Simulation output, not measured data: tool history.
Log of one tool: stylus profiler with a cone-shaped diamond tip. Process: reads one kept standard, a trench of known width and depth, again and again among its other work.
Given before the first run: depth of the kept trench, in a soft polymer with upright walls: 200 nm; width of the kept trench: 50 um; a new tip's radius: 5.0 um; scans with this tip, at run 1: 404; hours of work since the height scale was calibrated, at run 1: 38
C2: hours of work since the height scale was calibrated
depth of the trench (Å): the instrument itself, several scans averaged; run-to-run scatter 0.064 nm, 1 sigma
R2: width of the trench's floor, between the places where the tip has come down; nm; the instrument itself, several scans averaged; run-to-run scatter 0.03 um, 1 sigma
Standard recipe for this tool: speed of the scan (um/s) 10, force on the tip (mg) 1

run 1 hour=0 | speed_of_the_scan_(um/s)=10 force_on_the_tip_(mg)=1 | scans_with_this_tip=404 C2=38 | depth_of_the_trench_(Å)=2004.7 R2=47020
run 2 hour=34.5 | speed_of_the_scan_(um/s)=10 force_on_the_tip_(mg)=0.77 | scans_with_this_tip=608 C2=57 | depth_of_the_trench_(Å)=2005.5 R2=46980
run 3 hour=85.7 | speed_of_the_scan_(um/s)=10 force_on_the_tip_(mg)=0.77 | scans_with_this_tip=910 C2=85 | depth_of_the_trench_(Å)=2004 R2=46990
run 4 hour=125.3 | speed_of_the_scan_(um/s)=10 force_on_the_tip_(mg)=1 | scans_with_this_tip=1145 C2=107 | depth_of_the_trench_(Å)=2006.2 R2=46920
run 5 hour=170.4 | speed_of_the_scan_(um/s)=10 force_on_the_tip_(mg)=1 | scans_with_this_tip=1411 C2=131 | depth_of_the_trench_(Å)=2005.9 R2=46910
run 6 hour=208.2 | speed_of_the_scan_(um/s)=10 force_on_the_tip_(mg)=1 | scans_with_this_tip=1634 C2=152 | depth_of_the_trench_(Å)=2004.4 R2=46840
run 7 hour=237.8 | speed_of_the_scan_(um/s)=10 force_on_the_tip_(mg)=1 | scans_with_this_tip=1809 C2=168 | depth_of_the_trench_(Å)=2007.5 R2=46820
run 8 hour=296 | speed_of_the_scan_(um/s)=10 force_on_the_tip_(mg)=1 | scans_with_this_tip=2153 C2=200 | depth_of_the_trench_(Å)=2005.8 R2=46760
run 9 hour=325 | speed_of_the_scan_(um/s)=10 force_on_the_tip_(mg)=1 | scans_with_this_tip=2325 C2=216 | depth_of_the_trench_(Å)=2006.1 R2=46710
run 10 hour=349.8 | speed_of_the_scan_(um/s)=10 force_on_the_tip_(mg)=1 | scans_with_this_tip=2471 C2=230 | depth_of_the_trench_(Å)=2005.4 R2=46760
run 11 hour=393 | speed_of_the_scan_(um/s)=10 force_on_the_tip_(mg)=1 | scans_with_this_tip=2726 C2=254 | depth_of_the_trench_(Å)=2007.4 R2=46670
run 12 hour=418.7 | speed_of_the_scan_(um/s)=10 force_on_the_tip_(mg)=1.05 | scans_with_this_tip=2878 C2=268 | depth_of_the_trench_(Å)=2004.9 R2=46660
run 13 hour=470.4 | speed_of_the_scan_(um/s)=10 force_on_the_tip_(mg)=1 | scans_with_this_tip=3183 C2=296 | depth_of_the_trench_(Å)=2005.2 R2=46620
run 14 hour=509.6 | speed_of_the_scan_(um/s)=10 force_on_the_tip_(mg)=1 | scans_with_this_tip=3415 C2=318 | depth_of_the_trench_(Å)=2004.5 R2=46610
run 15 hour=552.8 | speed_of_the_scan_(um/s)=10 force_on_the_tip_(mg)=2.23 | scans_with_this_tip=3670 C2=342 | depth_of_the_trench_(Å)=2010.2 R2=46610
run 16 hour=596.2 | speed_of_the_scan_(um/s)=10 force_on_the_tip_(mg)=0.74 | scans_with_this_tip=3926 C2=365 | depth_of_the_trench_(Å)=2004.7 R2=46510
run 17 hour=637.5 | speed_of_the_scan_(um/s)=6 force_on_the_tip_(mg)=1 | scans_with_this_tip=4171 C2=388 | depth_of_the_trench_(Å)=2005.2 R2=46550
run 18 hour=670.7 | speed_of_the_scan_(um/s)=6 force_on_the_tip_(mg)=1 | scans_with_this_tip=4367 C2=406 | depth_of_the_trench_(Å)=2005.4 R2=46510
run 19 hour=709.9 | speed_of_the_scan_(um/s)=10 force_on_the_tip_(mg)=0.39 | scans_with_this_tip=4598 C2=428 | depth_of_the_trench_(Å)=2002.3 R2=46400
run 20 hour=744.7 | speed_of_the_scan_(um/s)=10 force_on_the_tip_(mg)=1 | scans_with_this_tip=4804 C2=447 | depth_of_the_trench_(Å)=2004.4 R2=46380
run 21 hour=800.1 | speed_of_the_scan_(um/s)=3 force_on_the_tip_(mg)=1 | scans_with_this_tip=5131 C2=477 | depth_of_the_trench_(Å)=2004.1 R2=46390
run 22 hour=849.7 | speed_of_the_scan_(um/s)=3 force_on_the_tip_(mg)=1 | scans_with_this_tip=5424 C2=505 | depth_of_the_trench_(Å)=2005 R2=46390
run 23 hour=877.1 | speed_of_the_scan_(um/s)=3 force_on_the_tip_(mg)=1 | scans_with_this_tip=5586 C2=520 | depth_of_the_trench_(Å)=2005.7 R2=46260
run 24 hour=904.9 | speed_of_the_scan_(um/s)=8 force_on_the_tip_(mg)=1.38 | scans_with_this_tip=5750 C2=535 | depth_of_the_trench_(Å)=2005.8 R2=46310
run 25 hour=943.1 | speed_of_the_scan_(um/s)=17 force_on_the_tip_(mg)=0.42 | scans_with_this_tip=5976 C2=556 | depth_of_the_trench_(Å)=2001 R2=46110
run 26 hour=971.5 | speed_of_the_scan_(um/s)=16 force_on_the_tip_(mg)=0.42 | scans_with_this_tip=6144 C2=572 | depth_of_the_trench_(Å)=2002.3 R2=46170
run 27 hour=1015.9 | speed_of_the_scan_(um/s)=3 force_on_the_tip_(mg)=0.79 | scans_with_this_tip=6406 C2=596 | depth_of_the_trench_(Å)=2004 R2=46230
run 28 hour=1064.1 | speed_of_the_scan_(um/s)=7 force_on_the_tip_(mg)=1.7 | scans_with_this_tip=6690 C2=623 | depth_of_the_trench_(Å)=2008.6 R2=46160
run 29 hour=1103.1 | speed_of_the_scan_(um/s)=25 force_on_the_tip_(mg)=0.93 | scans_with_this_tip=6921 C2=644 | depth_of_the_trench_(Å)=2004.9 R2=46000
run 30 hour=1130.4 | speed_of_the_scan_(um/s)=33 force_on_the_tip_(mg)=0.76 | scans_with_this_tip=7082 C2=659 | depth_of_the_trench_(Å)=2002.2 R2=45990
run 31 hour=1186.9 | speed_of_the_scan_(um/s)=5 force_on_the_tip_(mg)=0.85 | scans_with_this_tip=7416 C2=690 | depth_of_the_trench_(Å)=2003 R2=46040
run 32 hour=1233 | speed_of_the_scan_(um/s)=5 force_on_the_tip_(mg)=0.85 | scans_with_this_tip=7689 C2=715 | depth_of_the_trench_(Å)=2004.3 R2=46000
run 33 hour=1266.7 | speed_of_the_scan_(um/s)=5 force_on_the_tip_(mg)=0.85 | scans_with_this_tip=7888 C2=734 | depth_of_the_trench_(Å)=2004 R2=46000
run 34 hour=1325.4 | speed_of_the_scan_(um/s)=6 force_on_the_tip_(mg)=2.64 | scans_with_this_tip=8234 C2=766 | depth_of_the_trench_(Å)=2010.3 R2=45970
run 35 hour=1376.4 | speed_of_the_scan_(um/s)=3 force_on_the_tip_(mg)=2.64 | scans_with_this_tip=8535 C2=794 | depth_of_the_trench_(Å)=2011.1 R2=45940
run 36 hour=1421.7 | speed_of_the_scan_(um/s)=9 force_on_the_tip_(mg)=2.56 | scans_with_this_tip=8803 C2=819 | depth_of_the_trench_(Å)=2009.6 R2=45920
run 37 hour=1457.6 | speed_of_the_scan_(um/s)=19 force_on_the_tip_(mg)=0.39 | scans_with_this_tip=9015 C2=839 | depth_of_the_trench_(Å)=2001.7 R2=45750
run 38 hour=1499.4 | speed_of_the_scan_(um/s)=7 force_on_the_tip_(mg)=1.24 | scans_with_this_tip=9262 C2=862 | depth_of_the_trench_(Å)=2004.8 R2=45890
run 39 hour=1540.2 | speed_of_the_scan_(um/s)=28 force_on_the_tip_(mg)=0.44 | scans_with_this_tip=9503 C2=884 | depth_of_the_trench_(Å)=1999.2 R2=45610
run 40 hour=1572.3 | speed_of_the_scan_(um/s)=8 force_on_the_tip_(mg)=1.16 | scans_with_this_tip=9693 C2=902 | depth_of_the_trench_(Å)=2004.3 R2=45780
run 41 hour=1624.7 | speed_of_the_scan_(um/s)=8 force_on_the_tip_(mg)=1.16 | scans_with_this_tip=10003 C2=931 | depth_of_the_trench_(Å)=2003.6 R2=45790
run 42 hour=1665.8 | speed_of_the_scan_(um/s)=3 force_on_the_tip_(mg)=1.41 | scans_with_this_tip=10245 C2=953 | depth_of_the_trench_(Å)=2005.1 R2=45720
run 43 hour=1706.5 | speed_of_the_scan_(um/s)=3 force_on_the_tip_(mg)=1.41 | scans_with_this_tip=10485 C2=976 | depth_of_the_trench_(Å)=2005.4 R2=45710

The logged runs with the hidden state left out (each run's random variation unchanged):
Hidden state present: radius of the tip, um; height scale over the true one, %; drift of the gauge itself on depth_nm, %; drift of the gauge itself on floor_um, %.
run=1 depth_of_the_trench_(Å)=2005.5 R2=47130
run=2 depth_of_the_trench_(Å)=2006.3 R2=47140
run=3 depth_of_the_trench_(Å)=2004.9 R2=47180
run=4 depth_of_the_trench_(Å)=2007.1 R2=47150
run=5 depth_of_the_trench_(Å)=2006.9 R2=47180
run=6 depth_of_the_trench_(Å)=2005.5 R2=47150
run=7 depth_of_the_trench_(Å)=2008.6 R2=47160
run=8 depth_of_the_trench_(Å)=2007 R2=47150
run=9 depth_of_the_trench_(Å)=2007.4 R2=47130
run=10 depth_of_the_trench_(Å)=2006.7 R2=47200
run=11 depth_of_the_trench_(Å)=2008.7 R2=47140
run=12 depth_of_the_trench_(Å)=2006.3 R2=47160
run=13 depth_of_the_trench_(Å)=2006.7 R2=47170
run=14 depth_of_the_trench_(Å)=2006.1 R2=47190
run=15 depth_of_the_trench_(Å)=2011.9 R2=47220
run=16 depth_of_the_trench_(Å)=2006.4 R2=47150
run=17 depth_of_the_trench_(Å)=2007 R2=47230
run=18 depth_of_the_trench_(Å)=2007.2 R2=47220
run=19 depth_of_the_trench_(Å)=2004.1 R2=47150
run=20 depth_of_the_trench_(Å)=2006.3 R2=47150
run=21 depth_of_the_trench_(Å)=2006.1 R2=47210
run=22 depth_of_the_trench_(Å)=2007.1 R2=47240
run=23 depth_of_the_trench_(Å)=2007.8 R2=47140
run=24 depth_of_the_trench_(Å)=2008 R2=47210
run=25 depth_of_the_trench_(Å)=2003.3 R2=47040
run=26 depth_of_the_trench_(Å)=2004.6 R2=47110
run=27 depth_of_the_trench_(Å)=2006.4 R2=47200
run=28 depth_of_the_trench_(Å)=2011.1 R2=47170
run=29 depth_of_the_trench_(Å)=2007.5 R2=47040
run=30 depth_of_the_trench_(Å)=2004.7 R2=47060
run=31 depth_of_the_trench_(Å)=2005.7 R2=47140
run=32 depth_of_the_trench_(Å)=2007 R2=47130
run=33 depth_of_the_trench_(Å)=2006.7 R2=47150
run=34 depth_of_the_trench_(Å)=2013.2 R2=47170
run=35 depth_of_the_trench_(Å)=2014 R2=47170
run=36 depth_of_the_trench_(Å)=2012.6 R2=47180
run=37 depth_of_the_trench_(Å)=2004.8 R2=47030
run=38 depth_of_the_trench_(Å)=2008 R2=47200
run=39 depth_of_the_trench_(Å)=2002.4 R2=46960
run=40 depth_of_the_trench_(Å)=2007.5 R2=47150
run=41 depth_of_the_trench_(Å)=2007 R2=47190
run=42 depth_of_the_trench_(Å)=2008.5 R2=47160
run=43 depth_of_the_trench_(Å)=2008.9 R2=47170

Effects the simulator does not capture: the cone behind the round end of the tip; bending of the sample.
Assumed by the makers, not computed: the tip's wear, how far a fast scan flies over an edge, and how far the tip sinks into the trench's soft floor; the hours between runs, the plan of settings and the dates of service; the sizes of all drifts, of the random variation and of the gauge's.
